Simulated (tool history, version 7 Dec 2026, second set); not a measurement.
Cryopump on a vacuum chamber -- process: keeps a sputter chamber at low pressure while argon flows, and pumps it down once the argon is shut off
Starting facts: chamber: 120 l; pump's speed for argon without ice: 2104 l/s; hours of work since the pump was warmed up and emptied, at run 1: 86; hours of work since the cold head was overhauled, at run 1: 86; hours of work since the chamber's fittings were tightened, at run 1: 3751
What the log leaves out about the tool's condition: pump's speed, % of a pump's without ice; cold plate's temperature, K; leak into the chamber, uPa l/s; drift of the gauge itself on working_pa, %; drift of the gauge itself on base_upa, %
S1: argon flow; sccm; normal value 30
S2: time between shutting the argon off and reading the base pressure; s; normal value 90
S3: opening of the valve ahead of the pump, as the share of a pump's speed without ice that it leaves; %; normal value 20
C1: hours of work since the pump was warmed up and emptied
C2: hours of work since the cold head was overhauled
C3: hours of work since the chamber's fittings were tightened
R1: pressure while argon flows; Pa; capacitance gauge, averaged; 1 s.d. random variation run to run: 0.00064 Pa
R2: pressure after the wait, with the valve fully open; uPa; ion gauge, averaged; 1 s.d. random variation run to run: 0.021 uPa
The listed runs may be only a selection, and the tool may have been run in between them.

run 1 hour=0 | S1=30 S2=90 S3=20 | C1=86 C2=86 C3=3751 | R1=0.1215 R2=2.29
-- hour=11.5 leaking fittings of the chamber tightened, without venting
run 2 hour=24.4 | S1=30 S2=90 S3=20 | C1=96 C2=96 C3=6 | R1=0.1214 R2=0.45
run 3 hour=54.6 | S1=30 S2=96 S3=20 | C1=109 C2=109 C3=19 | R1=0.1211 R2=0.44
run 4 hour=70.8 | S1=30 S2=96 S3=20 | C1=116 C2=116 C3=26 | R1=0.1229 R2=0.45
run 5 hour=93.2 | S1=30 S2=96 S3=20 | C1=126 C2=126 C3=36 | R1=0.1237 R2=0.46
run 6 hour=112.2 | S1=34 S2=90 S3=20 | C1=134 C2=134 C3=44 | R1=0.1378 R2=0.47
run 7 hour=132.3 | S1=34 S2=90 S3=20 | C1=143 C2=143 C3=53 | R1=0.1395 R2=0.47
run 8 hour=163 | S1=30 S2=91 S3=20 | C1=156 C2=156 C3=66 | R1=0.1224 R2=0.46
run 9 hour=177.8 | S1=30 S2=91 S3=20 | C1=163 C2=163 C3=73 | R1=0.123 R2=0.51
run 10 hour=192.6 | S1=30 S2=91 S3=20 | C1=169 C2=169 C3=79 | R1=0.1236 R2=0.52
run 11 hour=208.2 | S1=30 S2=91 S3=20 | C1=176 C2=176 C3=86 | R1=0.1241 R2=0.49
run 12 hour=229.7 | S1=30 S2=90 S3=18 | C1=185 C2=185 C3=95 | R1=0.1369 R2=0.52
run 13 hour=244.7 | S1=30 S2=90 S3=18 | C1=192 C2=192 C3=102 | R1=0.1375 R2=0.48
run 14 hour=278.3 | S1=30 S2=222 S3=16 | C1=207 C2=207 C3=116 | R1=0.1548 R2=0.36

What does the tool deliver on the next run?
run 15 hour=303.4 | S1=30 S2=222 S3=16 | C1=218 C2=218 C3=127 | R1=? R2=?

R1: 0.1549 Pa
R2: 0.33 uPa
If the tool had no hidden condition, the same run with the same run-to-run variation would have returned R1 0.1511 Pa, R2 0.22 uPa.

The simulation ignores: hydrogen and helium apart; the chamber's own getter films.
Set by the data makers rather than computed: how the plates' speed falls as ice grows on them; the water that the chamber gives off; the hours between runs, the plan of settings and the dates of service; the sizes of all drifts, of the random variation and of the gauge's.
